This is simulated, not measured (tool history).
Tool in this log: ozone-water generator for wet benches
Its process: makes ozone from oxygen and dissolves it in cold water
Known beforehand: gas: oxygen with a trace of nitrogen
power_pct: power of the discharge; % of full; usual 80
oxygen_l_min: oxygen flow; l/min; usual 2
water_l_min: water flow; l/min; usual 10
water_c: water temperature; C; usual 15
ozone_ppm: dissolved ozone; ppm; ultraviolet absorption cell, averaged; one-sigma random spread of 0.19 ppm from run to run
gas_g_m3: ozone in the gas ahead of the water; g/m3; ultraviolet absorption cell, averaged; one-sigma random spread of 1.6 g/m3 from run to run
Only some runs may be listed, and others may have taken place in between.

Run 1, hour 0: usual settings. Result: ozone_ppm 26.3 ppm, gas_g_m3 295 g/m3.
Run 2, hour 19.7: usual settings. Result: ozone_ppm 26.3 ppm, gas_g_m3 294.6 g/m3.
Run 3, hour 54.1: usual settings. Result: ozone_ppm 26.5 ppm, gas_g_m3 294.5 g/m3.
Run 4, hour 88.6: usual settings. Result: ozone_ppm 26.7 ppm, gas_g_m3 294.3 g/m3.
Run 5, hour 126.9: usual settings but water_l_min 7 l/min. Result: ozone_ppm 34.9 ppm, gas_g_m3 294.4 g/m3.
Run 6, hour 162.6: usual settings but water_l_min 7 l/min. Result: ozone_ppm 35 ppm, gas_g_m3 291.3 g/m3.
Run 7, hour 199.4: usual settings but oxygen_l_min 3.43 l/min, water_l_min 7 l/min. Result: ozone_ppm 35.2 ppm, gas_g_m3 226.8 g/m3.
Run 8, hour 226.2: usual settings but oxygen_l_min 1.4 l/min. Result: ozone_ppm 24.4 ppm, gas_g_m3 343.9 g/m3.
Run 9, hour 256.3: usual settings but oxygen_l_min 1.4 l/min. Result: ozone_ppm 24.7 ppm, gas_g_m3 343.4 g/m3.
Run 10, hour 289.4: usual settings but power_pct 43 % of full. Result: ozone_ppm 18.3 ppm, gas_g_m3 201.1 g/m3.
Run 11, hour 308.3: usual settings but water_c 14 C. Result: ozone_ppm 27 ppm, gas_g_m3 288.3 g/m3.
Run 12, hour 332.8: usual settings. Result: ozone_ppm 26.4 ppm, gas_g_m3 289.9 g/m3.
Run 13, hour 377.2: usual settings. Result: ozone_ppm 26.5 ppm, gas_g_m3 289.8 g/m3.
Run 14, hour 416.5: usual settings. Result: ozone_ppm 26.7 ppm, gas_g_m3 290.1 g/m3.
Run 15, hour 444.7: usual settings. Result: ozone_ppm 26.5 ppm, gas_g_m3 291.5 g/m3.
Run 16, hour 477.6: usual settings but power_pct 87 % of full. Result: ozone_ppm 27.8 ppm, gas_g_m3 301.4 g/m3.
Run 17, hour 506.2: usual settings but power_pct 87 % of full. Result: ozone_ppm 28.1 ppm, gas_g_m3 304.4 g/m3.
Run 18, hour 539.5: usual settings but power_pct 86 % of full, water_c 9 C. Result: ozone_ppm 29.8 ppm, gas_g_m3 301.3 g/m3.
Run 19, hour 570: usual settings but power_pct 86 % of full, water_c 9 C. Result: ozone_ppm 29.5 ppm, gas_g_m3 302.7 g/m3.
Run 20, hour 609: usual settings but power_pct 86 % of full, water_c 9 C. Result: ozone_ppm 29.7 ppm, gas_g_m3 299.2 g/m3.
Run 21, hour 640: usual settings but power_pct 86 % of full, water_c 9 C. Result: ozone_ppm 29.8 ppm, gas_g_m3 300 g/m3.
At hour 645.5: gauge calibrated.
Run 22, hour 679: usual settings but power_pct 81 % of full, oxygen_l_min 2.14 l/min, water_l_min 15 l/min, water_c 19 C. Result: ozone_ppm 18.2 ppm, gas_g_m3 287.8 g/m3.

Run 23 has not been measured yet. What should we expect?
Run 23, hour 707.4: usual settings but power_pct 81 % of full, oxygen_l_min 2.14 l/min, water_l_min 8 l/min, water_c 17 C. Result: ozone_ppm ?, gas_g_m3 ?.

{"run 23": {"ozone_ppm": 31, "gas_g_m3": 286.1}}
Take away the tool's hidden state, keep the run-to-run variation as it was, and the same run would have given ozone_ppm 31.1 ppm, gas_g_m3 286.9 g/m3.

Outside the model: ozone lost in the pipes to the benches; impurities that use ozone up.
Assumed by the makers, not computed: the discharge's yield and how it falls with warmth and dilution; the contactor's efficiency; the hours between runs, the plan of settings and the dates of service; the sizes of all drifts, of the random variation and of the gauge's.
